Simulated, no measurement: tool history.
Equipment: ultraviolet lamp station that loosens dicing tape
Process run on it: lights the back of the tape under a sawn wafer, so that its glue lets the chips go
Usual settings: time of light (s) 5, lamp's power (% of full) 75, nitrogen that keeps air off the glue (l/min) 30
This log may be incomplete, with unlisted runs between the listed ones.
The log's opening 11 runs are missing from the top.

| run | hour | time of light (s) | lamp's power (% of full) | nitrogen that keeps air off the glue (l/min) | force that peels the tape off (N) | light that reached the tape (mJ/cm²) |
|---|---|---|---|---|---|---|
| 12 | 117.3 | 4 | 75 | 30 | 1.302 | 277 |
| 13 | 128.6 | 4 | 75 | 30 | 1.262 | 274 |
| 14 | 142.8 | 5 | 75 | 30 | 0.882 | 340 |
| 15 | 156.0 | 5 | 75 | 30 | 0.902 | 341 |
| 16 | 164.1 | 5 | 75 | 30 | 0.915 | 340 |
| 17 | 171.9 | 5 | 75 | 30 | 0.945 | 341 |
|  | 175.2 | window cleaned of glue's vapour |
| 18 | 182.2 | 5 | 75 | 30 | 0.720 | 401 |
| 19 | 189.6 | 5 | 75 | 30 | 0.680 | 397 |
| 20 | 196.3 | 5 | 75 | 30 | 0.678 | 398 |
| 21 | 205.7 | 5 | 75 | 30 | 0.689 | 395 |
| 22 | 215.5 | 5 | 75 | 30 | 0.713 | 391 |
| 23 | 224.8 | 4 | 63 | 32 | 1.361 | 264 |
| 24 | 236.3 | 4 | 63 | 32 | 1.371 | 267 |
| 25 | 242.9 | 5 | 63 | 22 | 1.113 | 330 |
| 26 | 250.7 | 6 | 73 | 34 | 0.504 | 459 |
| 27 | 262.5 | 6 | 73 | 34 | 0.504 | 457 |
| 28 | 271.8 | 5 | 67 | 46 | 0.735 | 350 |
| 29 | 282.6 | 5 | 67 | 18 | 1.095 | 352 |
| 30 | 290.6 | 5 | 68 | 30 | 0.863 | 357 |

For run 31, what comes out?
| 31 | 299.5 | 5 | 68 | 30 | ? | ? |

force that peels the tape off (N): 0.884
light that reached the tape (mJ/cm²): 356
If the tool had no hidden condition, the same run with the same run-to-run variation would have returned force that peels the tape off (N) 0.823, light that reached the tape (mJ/cm²) 371.
